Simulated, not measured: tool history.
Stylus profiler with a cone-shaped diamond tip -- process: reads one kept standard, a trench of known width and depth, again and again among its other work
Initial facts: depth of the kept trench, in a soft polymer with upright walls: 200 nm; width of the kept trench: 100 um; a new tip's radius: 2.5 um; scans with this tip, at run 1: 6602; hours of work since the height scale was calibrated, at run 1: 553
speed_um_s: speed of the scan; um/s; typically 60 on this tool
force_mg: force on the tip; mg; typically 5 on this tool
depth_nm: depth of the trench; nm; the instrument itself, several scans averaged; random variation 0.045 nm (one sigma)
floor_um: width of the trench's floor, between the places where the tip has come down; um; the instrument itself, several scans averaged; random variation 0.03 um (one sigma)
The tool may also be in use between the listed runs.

run   hour  speed_um_s  force_mg  scans with this tip  hours of work since the height scale was calibrated  depth_nm  floor_um
  1      0          60         5                 6602                                                  553    204.68     97.83
  2   21.8          53         5                 6728                                                  564    204.68     97.84
  3   46.3          60      2.78                 6869                                                  575       203     97.75
  4     69          60      2.78                 6999                                                  586    203.14     97.74
  5   86.9          60      2.78                 7103                                                  595    203.15     97.78
  6  109.5          60      2.78                 7233                                                  606    203.18     97.74
  7  135.7          60      2.78                 7384                                                  619    203.07     97.71
  8  152.7          16         5                 7481                                                  627    204.71     97.86
  9  180.1          16         5                 7639                                                  640     204.8     97.86
 10  203.5         117         5                 7773                                                  651     204.8     97.65
 11  226.9         117         5                 7908                                                  663    204.73     97.64
 12  255.7         117      9.36                 8074                                                  676    207.36     97.73
 13  285.3         117     12.99                 8245                                                  691    209.33      97.7
 14    312         117     12.99                 8398                                                  704    209.28     97.74
 15  344.1         117     12.99                 8583                                                  719    209.27      97.7
 16  370.4          60      5.47                 8734                                                  732    204.92     97.81
 17  394.3          60      5.47                 8872                                                  743    205.05     97.77
 18  416.1          60      5.47                 8997                                                  754       205     97.77
 19  447.7         200      2.33                 9179                                                  769    202.58     97.37
 20    472         238      1.93                 9319                                                  781    202.26     97.23
 21  492.8          21      1.93                 9439                                                  791    202.31     97.77
 22  518.4         163      1.93                 9586                                                  803    202.24      97.4
 23  545.4         234      2.01                 9742                                                  816     202.3     97.25
 24  564.5         234      2.01                 9851                                                  825    202.33     97.19

What will run 25 give?
 25  578.2         174      6.26                 9931                                                  832         ?         ?

Run 25 came out at depth_nm 205.39 nm, floor_um 97.56 um.
With the hidden condition absent and the run-to-run variation left alone, this run would have shown depth_nm 205.86 nm, floor_um 97.76 um.

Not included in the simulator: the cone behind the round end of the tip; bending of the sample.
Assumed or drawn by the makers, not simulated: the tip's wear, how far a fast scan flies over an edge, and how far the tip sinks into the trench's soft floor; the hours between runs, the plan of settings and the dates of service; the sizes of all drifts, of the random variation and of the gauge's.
